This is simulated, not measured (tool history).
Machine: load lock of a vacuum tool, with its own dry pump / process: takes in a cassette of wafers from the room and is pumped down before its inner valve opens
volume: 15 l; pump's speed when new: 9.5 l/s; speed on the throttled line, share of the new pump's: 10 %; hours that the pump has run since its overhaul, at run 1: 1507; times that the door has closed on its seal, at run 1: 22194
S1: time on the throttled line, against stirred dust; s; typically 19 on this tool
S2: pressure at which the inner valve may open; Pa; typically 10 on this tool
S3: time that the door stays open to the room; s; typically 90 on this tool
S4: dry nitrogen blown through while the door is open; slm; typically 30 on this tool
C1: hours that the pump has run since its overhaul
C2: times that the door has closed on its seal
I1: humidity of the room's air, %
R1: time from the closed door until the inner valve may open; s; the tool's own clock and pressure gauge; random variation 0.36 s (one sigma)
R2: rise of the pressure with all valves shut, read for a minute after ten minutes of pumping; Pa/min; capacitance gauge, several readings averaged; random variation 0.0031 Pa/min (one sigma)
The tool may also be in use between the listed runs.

{"run": 1, "day": 0.0, "S1": 19, "S2": 10, "S3": 90, "S4": 30, "C1": 1507, "C2": 22194, "I1": 45.6, "R1": 32.1, "R2": 0.199}
{"run": 2, "day": 5.717, "S1": 19, "S2": 10, "S3": 90, "S4": 30, "C1": 1644, "C2": 22464, "I1": 42.9, "R1": 32.5, "R2": 0.193}
{"run": 3, "day": 15.671, "S1": 19, "S2": 10, "S3": 90, "S4": 30, "C1": 1883, "C2": 22935, "I1": 40, "R1": 32.2, "R2": 0.19}
{"run": 4, "day": 28.288, "S1": 19, "S2": 10, "S3": 90, "S4": 30, "C1": 2186, "C2": 23531, "I1": 47, "R1": 32, "R2": 0.202}
{"run": 5, "day": 34.738, "S1": 19, "S2": 10, "S3": 90, "S4": 30, "C1": 2340, "C2": 23836, "I1": 44.9, "R1": 32.9, "R2": 0.203}
{"run": 6, "day": 43.275, "S1": 19, "S2": 15, "S3": 90, "S4": 30, "C1": 2545, "C2": 24240, "I1": 45.1, "R1": 31.1, "R2": 0.218}
{"run": 7, "day": 51.979, "S1": 19, "S2": 15, "S3": 90, "S4": 30, "C1": 2754, "C2": 24651, "I1": 46.7, "R1": 31.6, "R2": 0.208}
{"run": 8, "day": 60.538, "S1": 19, "S2": 11, "S3": 90, "S4": 30, "C1": 2960, "C2": 25056, "I1": 46.6, "R1": 31.7, "R2": 0.214}
{"run": 9, "day": 68.729, "S1": 19, "S2": 11, "S3": 90, "S4": 30, "C1": 3156, "C2": 25443, "I1": 43.9, "R1": 32.8, "R2": 0.222}
{"run": 10, "day": 75.446, "S1": 19, "S2": 11, "S3": 90, "S4": 30, "C1": 3317, "C2": 25760, "I1": 44.9, "R1": 32.2, "R2": 0.221}
{"run": 11, "day": 81.821, "S1": 19, "S2": 11, "S3": 90, "S4": 30, "C1": 3470, "C2": 26062, "I1": 46, "R1": 32.5, "R2": 0.222}
{"run": 12, "day": 89.812, "S1": 19, "S2": 10, "S3": 90, "S4": 30, "C1": 3662, "C2": 26440, "I1": 45.8, "R1": 32.8, "R2": 0.224}
{"run": 13, "day": 97.471, "S1": 19, "S2": 10, "S3": 90, "S4": 30, "C1": 3846, "C2": 26802, "I1": 40.5, "R1": 32.7, "R2": 0.226}
{"run": 14, "day": 107.279, "S1": 19, "S2": 10, "S3": 90, "S4": 30, "C1": 4081, "C2": 27265, "I1": 43.6, "R1": 32.6, "R2": 0.23}
{"run": 15, "day": 115.029, "S1": 26, "S2": 10, "S3": 51, "S4": 30, "C1": 4267, "C2": 27632, "I1": 46.5, "R1": 38.8, "R2": 0.22}
{"run": 16, "day": 123.379, "S1": 17, "S2": 9, "S3": 40, "S4": 44, "C1": 4468, "C2": 28026, "I1": 41.4, "R1": 31.4, "R2": 0.204}
{"run": 17, "day": 132.133, "S1": 27, "S2": 10, "S3": 237, "S4": 35, "C1": 4678, "C2": 28440, "I1": 45.1, "R1": 39.8, "R2": 0.301}
{"run": 18, "day": 143.704, "S1": 27, "S2": 13, "S3": 42, "S4": 35, "C1": 4956, "C2": 28987, "I1": 49, "R1": 40.2, "R2": 0.228}
{"run": 19, "day": 152.692, "S1": 32, "S2": 13, "S3": 42, "S4": 35, "C1": 5171, "C2": 29412, "I1": 43.3, "R1": 44.4, "R2": 0.231}
{"run": 20, "day": 165.783, "S1": 19, "S2": 10, "S3": 179, "S4": 5, "C1": 5486, "C2": 30031, "I1": 43.6, "R1": 32.8, "R2": 0.395}
{"run": 21, "day": 179.029, "S1": 19, "S2": 10, "S3": 179, "S4": 5, "C1": 5803, "C2": 30657, "I1": 47.3, "R1": 33.4, "R2": 0.424}
{"run": 22, "day": 191.371, "S1": 19, "S2": 10, "S3": 32, "S4": 30, "C1": 6100, "C2": 31240, "I1": 43.6, "R1": 33.3, "R2": 0.252}
{"run": 23, "day": 202.225, "S1": 19, "S2": 10, "S3": 34, "S4": 24, "C1": 6360, "C2": 31754, "I1": 45.4, "R1": 33, "R2": 0.258}
{"run": 24, "day": 210.096, "S1": 19, "S2": 10, "S3": 34, "S4": 24, "C1": 6549, "C2": 32126, "I1": 44.2, "R1": 33.2, "R2": 0.267}
{"run": 25, "day": 218.817, "S1": 19, "S2": 10, "S3": 34, "S4": 24, "C1": 6758, "C2": 32538, "I1": 43.7, "R1": 33, "R2": 0.268}
{"run": 26, "day": 227.3, "S1": 19, "S2": 10, "S3": 138, "S4": 12, "C1": 6962, "C2": 32939, "I1": 45.6, "R1": 33, "R2": 0.366}
{"run": 27, "day": 234.875, "S1": 19, "S2": 10, "S3": 138, "S4": 12, "C1": 7144, "C2": 33297, "I1": 45, "R1": 33, "R2": 0.37}
{"run": 28, "day": 247.892, "S1": 16, "S2": 17, "S3": 90, "S4": 23, "C1": 7456, "C2": 33913, "I1": 48.8, "R1": 29.6, "R2": 0.319}

What if the next run were any one of these 5? Each begins from the tool's condition after run 28:
{"run": "A", "day": 261.142, "S1": 19, "S2": 12, "S3": 90, "S4": 30, "C1": 7774, "C2": 34539, "I1": 48.2, "R1": "?", "R2": "?"}
{"run": "B", "day": 261.142, "S1": 16, "S2": 17, "S3": 90, "S4": 29, "C1": 7774, "C2": 34539, "I1": 45.4, "R1": "?", "R2": "?"}
{"run": "C", "day": 261.142, "S1": 33, "S2": 17, "S3": 90, "S4": 11, "C1": 7774, "C2": 34539, "I1": 43.8, "R1": "?", "R2": "?"}
{"run": "D", "day": 261.142, "S1": 19, "S2": 10, "S3": 45, "S4": 30, "C1": 7774, "C2": 34539, "I1": 45.4, "R1": "?", "R2": "?"}
{"run": "E", "day": 261.142, "S1": 16, "S2": 18, "S3": 163, "S4": 7, "C1": 7774, "C2": 34539, "I1": 49.1, "R1": "?", "R2": "?"}

run=A R1=32.8 R2=0.315
run=B R1=29.7 R2=0.32
run=C R1=44.7 R2=0.344
run=D R1=33.4 R2=0.291
run=E R1=29.2 R2=0.443
What these runs would have given with no unlogged condition in the tool:
run=A R1=31.3 R2=0.07
run=B R1=28.2 R2=0.073
run=C R1=43.5 R2=0.097
run=D R1=31.8 R2=0.043
run=E R1=27.8 R2=0.193

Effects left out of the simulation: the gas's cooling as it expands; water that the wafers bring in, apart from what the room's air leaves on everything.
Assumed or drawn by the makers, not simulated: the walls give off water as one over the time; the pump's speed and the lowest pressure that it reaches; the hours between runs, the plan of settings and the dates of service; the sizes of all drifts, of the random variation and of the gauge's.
